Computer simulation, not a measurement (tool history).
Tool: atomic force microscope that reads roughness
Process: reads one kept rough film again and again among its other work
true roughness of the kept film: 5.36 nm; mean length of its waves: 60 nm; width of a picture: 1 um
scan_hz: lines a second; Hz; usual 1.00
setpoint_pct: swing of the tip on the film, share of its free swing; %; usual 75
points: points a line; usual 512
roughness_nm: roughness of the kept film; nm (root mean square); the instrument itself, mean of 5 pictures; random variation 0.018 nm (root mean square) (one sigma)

| run | hour | scan_hz | setpoint_pct | points | roughness_nm |
|---|---|---|---|---|---|
| 1 | 0.0 | 1.00 | 75 | 512 | 4.867 |
| 2 | 17.4 | 1.00 | 75 | 512 | 4.891 |
| 3 | 25.9 | 1.00 | 75 | 512 | 4.874 |
| 4 | 34.4 | 1.00 | 75 | 512 | 4.898 |
| 5 | 49.2 | 2.76 | 75 | 512 | 4.600 |
| 6 | 60.1 | 2.76 | 75 | 512 | 4.594 |
| 7 | 73.3 | 2.76 | 75 | 512 | 4.572 |
| 8 | 82.7 | 2.76 | 75 | 512 | 4.571 |
| 9 | 99.9 | 1.00 | 73 | 512 | 4.827 |
| 10 | 111.2 | 1.00 | 68 | 512 | 4.901 |
| 11 | 123.3 | 1.00 | 68 | 512 | 4.857 |
| 12 | 131.5 | 1.57 | 75 | 512 | 4.718 |
| 13 | 147.1 | 1.57 | 75 | 512 | 4.732 |
| 14 | 165.7 | 1.00 | 75 | 512 | 5.082 |
| 15 | 174.8 | 1.95 | 75 | 512 | 4.859 |
| 16 | 182.5 | 1.95 | 75 | 512 | 4.866 |
| 17 | 192.2 | 1.95 | 75 | 512 | 4.870 |
| 18 | 201.9 | 1.88 | 75 | 512 | 4.841 |
| 19 | 216.5 | 1.88 | 75 | 512 | 4.845 |
| 20 | 225.4 | 1.00 | 75 | 512 | 5.002 |
| 21 | 243.2 | 1.64 | 75 | 512 | 4.854 |
| 22 | 251.3 | 1.64 | 75 | 512 | 4.870 |
| 23 | 266.3 | 1.00 | 75 | 512 | 4.973 |
| 24 | 281.1 | 1.00 | 75 | 512 | 4.923 |
| 25 | 295.9 | 1.00 | 70 | 512 | 4.960 |
| 26 | 312.4 | 2.21 | 69 | 906 | 4.819 |
| 27 | 319.7 | 1.48 | 69 | 906 | 4.907 |
| 28 | 327.1 | 0.84 | 85 | 401 | 4.845 |
| 29 | 336.5 | 2.53 | 57 | 323 | 4.924 |
| 30 | 353.1 | 2.91 | 85 | 264 | 4.342 |
| 31 | 363.9 | 1.18 | 87 | 312 | 4.722 |
| 32 | 372.9 | 1.00 | 81 | 512 | 4.840 |
| 33 | 387.6 | 1.47 | 75 | 389 | 4.794 |
| 34 | 405.1 | 1.47 | 75 | 389 | 4.801 |
| 35 | 417.2 | 1.47 | 75 | 389 | 4.760 |
| 36 | 434.5 | 1.47 | 75 | 389 | 4.746 |
| 37 | 447.4 | 1.47 | 75 | 389 | 4.732 |
| 38 | 456.8 | 2.39 | 65 | 933 | 4.768 |
| 39 | 466.9 | 0.91 | 75 | 512 | 5.055 |
| 40 | 482.8 | 0.75 | 87 | 483 | 4.950 |
| 41 | 499.8 | 0.75 | 74 | 483 | 5.041 |
| 42 | 510.3 | 2.72 | 83 | 512 | 4.568 |
| 43 | 519.3 | 0.52 | 75 | 414 | 5.077 |
| 44 | 535.5 | 0.52 | 75 | 259 | 5.047 |
| 45 | 552.9 | 0.52 | 75 | 259 | 5.045 |
| 46 | 560.2 | 1.37 | 67 | 519 | 5.011 |
| 47 | 576.8 | 0.79 | 75 | 512 | 4.992 |

Not shown: 2 entries that the log had between the listed runs. Between which runs, and how does the tool's hidden state differ before and after?
Between runs 13 and 14: new tip fitted (hour 157.4)
  radius of the tip, nm: 13.7 -> 5.3; height scale over the true one, %: 0.18 -> 0.19
  measured less the result without the state, roughness_nm: -0.225 -> +0.002 nm (root mean square)
Between runs 38 and 39: new tip fitted (hour 466.9)
  radius of the tip, nm: 13.6 -> 5.2
  measured less the result without the state, roughness_nm: -0.219 -> +0.009 nm (root mean square)
